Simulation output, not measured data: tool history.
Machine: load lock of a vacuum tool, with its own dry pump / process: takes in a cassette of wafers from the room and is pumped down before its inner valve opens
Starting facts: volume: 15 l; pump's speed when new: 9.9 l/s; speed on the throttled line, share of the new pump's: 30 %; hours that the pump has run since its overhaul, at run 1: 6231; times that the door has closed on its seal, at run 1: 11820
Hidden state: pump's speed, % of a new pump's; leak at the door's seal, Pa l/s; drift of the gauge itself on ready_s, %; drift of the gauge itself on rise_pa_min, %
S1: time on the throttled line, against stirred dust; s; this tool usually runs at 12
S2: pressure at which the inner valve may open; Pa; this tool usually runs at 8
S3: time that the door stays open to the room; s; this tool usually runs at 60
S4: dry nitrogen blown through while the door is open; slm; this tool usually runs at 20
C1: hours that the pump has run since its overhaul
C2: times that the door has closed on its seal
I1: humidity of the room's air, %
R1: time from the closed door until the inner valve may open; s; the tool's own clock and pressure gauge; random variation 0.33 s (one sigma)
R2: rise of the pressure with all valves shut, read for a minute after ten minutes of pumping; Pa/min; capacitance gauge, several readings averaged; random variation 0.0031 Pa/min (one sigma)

run	day	S1	S2	S3	S4	C1	C2	I1	R1	R2
1	0.000	12	8	60	20	6231	11820	45.0	25.3	0.163
2	3.562	12	8	60	20	6317	12015	46.6	25.3	0.164
3	7.992	12	8	49	20	6423	12257	44.4	25.3	0.169
4	11.954	12	8	49	20	6518	12474	45.6	25.3	0.167
5	15.017	12	8	49	20	6592	12641	46.3	25.1	0.166
6	18.688	12	8	49	20	6680	12842	46.7	25.0	0.177
7	23.492	12	8	36	20	6795	13104	48.1	25.3	0.168
8	26.971	20	8	60	20	6879	13294	47.2	30.8	0.181
9	29.671	20	8	60	20	6943	13442	46.3	30.3	0.182
10	32.025	20	8	60	20	7000	13571	46.0	31.1	0.191
11	35.233	20	8	60	20	7077	13746	46.6	31.0	0.184
12	39.821	20	8	60	20	7187	13997	41.3	30.4	0.192
13	42.242	20	8	60	20	7245	14129	45.8	31.4	0.190
14	44.812	12	13	57	20	7307	14270	43.7	25.4	0.190
15	50.071	12	13	57	20	7433	14557	45.8	25.1	0.195

Measured less the same run without the tool's hidden state. The same run-to-run variation is in both; the gauge's scatter may not be:
run	R1	R2
1	+2.3	+0.102
2	+2.4	+0.100
3	+2.4	+0.105
4	+2.5	+0.109
5	+2.5	+0.111
6	+2.5	+0.114
7	+2.6	+0.115
8	+2.1	+0.119
9	+2.1	+0.122
10	+2.1	+0.124
11	+2.2	+0.124
12	+2.2	+0.131
13	+2.2	+0.130
14	+2.6	+0.132
15	+2.7	+0.136
